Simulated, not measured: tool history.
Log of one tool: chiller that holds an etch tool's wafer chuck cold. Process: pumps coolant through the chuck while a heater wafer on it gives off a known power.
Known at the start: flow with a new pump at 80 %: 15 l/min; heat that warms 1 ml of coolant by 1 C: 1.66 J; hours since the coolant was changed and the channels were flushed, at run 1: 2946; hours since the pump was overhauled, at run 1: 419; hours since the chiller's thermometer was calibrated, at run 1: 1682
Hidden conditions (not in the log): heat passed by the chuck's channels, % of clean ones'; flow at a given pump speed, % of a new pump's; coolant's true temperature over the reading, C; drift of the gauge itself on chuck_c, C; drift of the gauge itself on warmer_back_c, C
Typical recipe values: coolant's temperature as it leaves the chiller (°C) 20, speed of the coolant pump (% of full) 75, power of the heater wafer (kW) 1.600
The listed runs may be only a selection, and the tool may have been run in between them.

run,hour,coolant's temperature as it leaves the chiller (°C),speed of the coolant pump (% of full),power of the heater wafer (kW),hours since the coolant was changed and the channels were flushed,hours since the pump was overhauled,hours since the chiller's thermometer was calibrated,chuck's temperature once it has settled (°C),how much warmer the coolant comes back (C)
1,0.0,20,75,1.600,2946,419,1682,35.9,4.15
2,151.4,20,77,1.600,3097,571,1834,35.5,4.08
3,227.6,20,77,1.600,3173,647,1910,35.7,4.02
4,370.6,20,77,1.600,3316,790,2053,35.8,4.12
5,480.6,20,75,1.600,3426,900,2163,36.3,4.21
6,607.2,20,69,1.600,3553,1026,2290,37.7,4.56
7,695.6,17,69,1.600,3641,1115,2378,34.7,4.60
8,759.3,17,69,1.600,3705,1178,2442,34.9,4.54
9,853.4,17,69,1.600,3799,1273,2536,34.9,4.60
10,993.4,20,75,1.600,3939,1413,2676,36.8,4.22
11,1149.7,17,85,1.600,4095,1569,2832,32.0,3.75
12,1284.3,10,63,1.600,4230,1703,2967,29.7,5.11
13,1353.1,10,63,1.600,4299,1772,3035,29.9,5.08
# hour 1364.5: coolant pump overhauled
14,1493.3,10,63,1.600,4434,129,3171,30.5,5.34
15,1572.9,10,63,1.600,4514,208,3250,30.8,5.26
16,1671.0,20,82,1.098,4612,306,3348,31.4,2.79
# hour 1696.2: coolant changed, channels flushed
17,1751.9,20,65,1.140,56,381,3423,32.8,3.65
# hour 1855.4: coolant pump overhauled, once more
18,1893.7,28,77,1.140,193,38,3560,38.5,2.86
19,1977.6,28,77,1.140,276,122,3644,38.5,2.93
20,2084.7,28,77,1.140,384,229,3751,38.4,2.84

How the hidden state differs across the entries between the runs, from the last listed run before each to the first after it:
Logged between run 13 and run 14: coolant pump overhauled (hour 1364.5)
  heat passed by the chuck's channels, % of clean ones': 86.4 -> 86; flow at a given pump speed, % of a new pump's: 95.6 -> 92.8; coolant's true temperature over the reading, C: 0.29 -> 0.3
  what was measured, less what the result would be without the hidden state, chuck's temperature once it has settled (°C): +3.3 -> +4.0; how much warmer the coolant comes back (C): +0.23 -> +0.38
Logged between run 16 and run 17: coolant changed, channels flushed (hour 1696.2)
  heat passed by the chuck's channels, % of clean ones': 85.5 -> 99.1; flow at a given pump speed, % of a new pump's: 92.3 -> 92.2; coolant's true temperature over the reading, C: 0.31 -> 0.32
  what was measured, less what the result would be without the hidden state, chuck's temperature once it has settled (°C): +2.3 -> +1.3; how much warmer the coolant comes back (C): +0.21 -> +0.28
Logged between run 17 and run 18: coolant pump overhauled, once more (hour 1855.4)
  heat passed by the chuck's channels, % of clean ones': 99.1 -> 98.7; flow at a given pump speed, % of a new pump's: 92.2 -> 99.8; coolant's true temperature over the reading, C: 0.32 -> 0.33
  what was measured, less what the result would be without the hidden state, chuck's temperature once it has settled (°C): +1.3 -> +0.5; how much warmer the coolant comes back (C): +0.28 -> +0.01

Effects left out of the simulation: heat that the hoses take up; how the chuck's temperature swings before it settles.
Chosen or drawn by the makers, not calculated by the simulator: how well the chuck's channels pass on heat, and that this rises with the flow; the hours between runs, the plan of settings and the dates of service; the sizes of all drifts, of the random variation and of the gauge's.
